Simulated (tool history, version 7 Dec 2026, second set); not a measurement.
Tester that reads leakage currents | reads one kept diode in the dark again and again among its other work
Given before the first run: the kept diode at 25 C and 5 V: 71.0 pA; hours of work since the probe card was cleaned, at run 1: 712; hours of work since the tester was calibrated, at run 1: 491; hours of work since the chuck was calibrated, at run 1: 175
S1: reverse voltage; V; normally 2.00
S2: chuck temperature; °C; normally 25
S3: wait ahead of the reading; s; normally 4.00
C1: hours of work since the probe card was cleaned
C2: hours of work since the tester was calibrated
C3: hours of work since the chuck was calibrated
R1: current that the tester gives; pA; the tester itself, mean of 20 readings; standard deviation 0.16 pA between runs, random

Run 1, hour 0.0: usual settings; C1 712; C2 491; C3 175. Result: R1 50.58 pA.
Run 2, hour 23.1: usual settings but S1 19.15 V; C1 727; C2 505; C3 190. Result: R1 122.72 pA.
Run 3, hour 56.2: usual settings but S1 19.15 V; C1 748; C2 526; C3 211. Result: R1 122.17 pA.
Run 4, hour 83.4: usual settings but S1 19.15 V; C1 765; C2 544; C3 228. Result: R1 122.85 pA.
Run 5, hour 132.8: usual settings but S1 19.15 V; C1 796; C2 575; C3 260. Result: R1 121.73 pA.
Run 6, hour 165.9: usual settings but S1 19.15 V; C1 817; C2 596; C3 281. Result: R1 123.24 pA.
Run 7, hour 189.7: usual settings but S1 19.15 V; C1 832; C2 611; C3 296. Result: R1 122.76 pA.
Run 8, hour 224.8: usual settings but S1 19.15 V; C1 855; C2 634; C3 318. Result: R1 122.43 pA.
Run 9, hour 257.8: usual settings but S1 19.15 V; C1 876; C2 654; C3 339. Result: R1 122.50 pA.
Run 10, hour 297.9: usual settings but S2 20 °C; C1 901; C2 680; C3 364. Result: R1 31.26 pA.
Run 11, hour 334.5: usual settings but S2 20 °C; C1 924; C2 703; C3 388. Result: R1 31.38 pA.
Run 12, hour 383.0: usual settings; C1 955; C2 734; C3 419. Result: R1 50.14 pA.
Run 13, hour 426.5: usual settings but S2 45 °C; C1 983; C2 762; C3 446. Result: R1 291.84 pA.
Run 14, hour 472.3: usual settings but S3 5.39 s; C1 1012; C2 791; C3 475. Result: R1 49.71 pA.
Run 15, hour 509.6: usual settings but S2 45 °C, S3 6.35 s; C1 1036; C2 814; C3 499. Result: R1 291.31 pA.
Run 16, hour 530.2: usual settings but S1 9.73 V, S2 23 °C, S3 6.35 s; C1 1049; C2 828; C3 512. Result: R1 77.58 pA.
Run 17, hour 575.3: usual settings but S1 1.34 V, S2 33 °C, S3 2.30 s; C1 1077; C2 856; C3 541. Result: R1 89.24 pA.
Run 18, hour 602.4: usual settings but S1 2.31 V, S2 48 °C, S3 5.95 s; C1 1095; C2 873; C3 558. Result: R1 392.51 pA.
Run 19, hour 636.6: usual settings but S1 2.38 V, S2 43 °C; C1 1116; C2 895; C3 580. Result: R1 261.58 pA.
Run 20, hour 667.3: usual settings but S1 2.65 V, S2 33 °C, S3 0.84 s; C1 1136; C2 915; C3 599. Result: R1 114.77 pA.
Run 21, hour 693.7: usual settings but S1 12.90 V, S2 51 °C, S3 9.48 s; C1 1153; C2 931; C3 616. Result: R1 944.00 pA.
Run 22, hour 731.7: usual settings but S3 3.48 s; C1 1177; C2 956; C3 640. Result: R1 49.58 pA.
Run 23, hour 753.2: usual settings but S1 14.88 V, S3 4.28 s; C1 1190; C2 969; C3 654. Result: R1 110.69 pA.
Run 24, hour 792.7: usual settings but S1 14.88 V, S3 4.28 s; C1 1216; C2 994; C3 679. Result: R1 110.65 pA.

Selected run-to-run steps in R1, each split into two signed amounts: the part the tool would show with no hidden state at all (from settings, incoming material and random variation), and the remainder, which goes to the hidden state together with any gauge scatter not common to the measured and the hidden-state-free results:
Hidden conditions of the tool in this case: stray current of the dirty probe card, pA a volt; current scale over the true one, %; true chuck temperature over the reading, C; drift of the gauge itself on leakage_pa, %.
Run 20 -> 21: S1 2.65 -> 12.90, S2 33 -> 51, S3 0.84 -> 9.48. R1 +829.23 pA: hidden state -21.94, all else +851.17.
Run 21 -> 22: S1 12.90 -> 2.00, S2 51 -> 25, S3 9.48 -> 3.48. R1 -894.42 pA: hidden state +23.86, all else -918.28.
